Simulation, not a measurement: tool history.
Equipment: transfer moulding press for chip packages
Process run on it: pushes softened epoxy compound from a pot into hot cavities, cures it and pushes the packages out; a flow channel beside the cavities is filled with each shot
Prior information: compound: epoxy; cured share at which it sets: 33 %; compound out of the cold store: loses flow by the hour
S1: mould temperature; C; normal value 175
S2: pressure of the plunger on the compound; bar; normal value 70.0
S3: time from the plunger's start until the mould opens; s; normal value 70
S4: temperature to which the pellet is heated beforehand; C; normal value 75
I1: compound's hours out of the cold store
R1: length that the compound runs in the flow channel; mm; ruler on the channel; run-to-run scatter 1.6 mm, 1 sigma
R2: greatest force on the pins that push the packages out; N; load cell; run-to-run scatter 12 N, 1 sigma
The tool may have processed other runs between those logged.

| run | hour | S1 | S2 | S3 | S4 | I1 | R1 | R2 |
|---|---|---|---|---|---|---|---|---|
| 1 | 0.0 | 175 | 70.0 | 70 | 75 | 11.7 | 715 | 893 |
| 2 | 28.9 | 175 | 70.0 | 70 | 75 | 28.7 | 672 | 939 |
| 3 | 56.9 | 175 | 70.0 | 70 | 75 | 11.3 | 707 | 1038 |
|  | 65.7 | cavities cleaned with cleaning compound and waxed |
| 4 | 100.7 | 175 | 70.0 | 70 | 75 | 39.0 | 644 | 790 |
| 5 | 129.8 | 175 | 70.0 | 70 | 75 | 36.1 | 650 | 935 |
| 6 | 151.9 | 175 | 70.0 | 70 | 75 | 12.1 | 704 | 1010 |
|  | 178.1 | cavities cleaned with cleaning compound and waxed |
| 7 | 199.5 | 175 | 73.6 | 70 | 75 | 21.3 | 694 | 713 |
| 8 | 239.4 | 175 | 73.6 | 70 | 75 | 22.4 | 685 | 915 |
| 9 | 278.9 | 175 | 73.6 | 70 | 75 | 14.6 | 703 | 1067 |
|  | 289.2 | cavities cleaned with cleaning compound and waxed |
| 10 | 321.9 | 175 | 73.6 | 70 | 75 | 47.4 | 628 | 782 |
| 11 | 364.4 | 175 | 73.6 | 70 | 75 | 43.4 | 630 | 940 |
|  | 399.9 | cavities cleaned with cleaning compound and waxed |
| 12 | 415.1 | 175 | 73.6 | 70 | 75 | 18.8 | 681 | 745 |
|  | 427.4 | plunger's sealing rings changed |
| 13 | 462.0 | 175 | 73.6 | 64 | 75 | 47.8 | 642 | 1097 |
| 14 | 495.6 | 175 | 55.7 | 70 | 75 | 14.6 | 620 | 1054 |
|  | 513.5 | cavities cleaned with cleaning compound and waxed |
| 15 | 523.1 | 175 | 55.7 | 70 | 75 | 33.2 | 585 | 693 |
| 16 | 567.3 | 178 | 60.2 | 106 | 75 | 44.0 | 579 | 591 |
| 17 | 613.2 | 169 | 70.0 | 70 | 70 | 46.3 | 629 | 1503 |
|  | 625.3 | cavities cleaned with cleaning compound and waxed |
| 18 | 659.8 | 175 | 70.0 | 59 | 82 | 13.1 | 689 | 1336 |
| 19 | 700.4 | 175 | 55.3 | 65 | 67 | 44.4 | 549 | 1210 |
|  | 737.2 | cavities cleaned with cleaning compound and waxed |
| 20 | 740.4 | 175 | 55.3 | 65 | 67 | 46.7 | 544 | 807 |
| 21 | 780.3 | 175 | 55.3 | 65 | 67 | 46.7 | 541 | 1077 |
| 22 | 810.3 | 175 | 55.3 | 65 | 67 | 25.7 | 578 | 1262 |
| 23 | 833.7 | 175 | 55.3 | 69 | 79 | 41.8 | 545 | 1018 |
|  | 850.6 | cavities cleaned with cleaning compound and waxed |
|  | 856.7 | plunger's sealing rings changed |
| 24 | 878.7 | 175 | 64.0 | 51 | 75 | 9.7 | 685 | 1899 |

Estimate the outcome of run 25 from the log above:
| 25 | 910.7 | 175 | 64.0 | 51 | 75 | 47.1 | ? | ? |

{"run 25": {"R1": 602, "R2": 1980}}
Take away the tool's hidden state, keep the run-to-run variation as it was, and the same run would have given R1 605 mm, R2 1232 N.

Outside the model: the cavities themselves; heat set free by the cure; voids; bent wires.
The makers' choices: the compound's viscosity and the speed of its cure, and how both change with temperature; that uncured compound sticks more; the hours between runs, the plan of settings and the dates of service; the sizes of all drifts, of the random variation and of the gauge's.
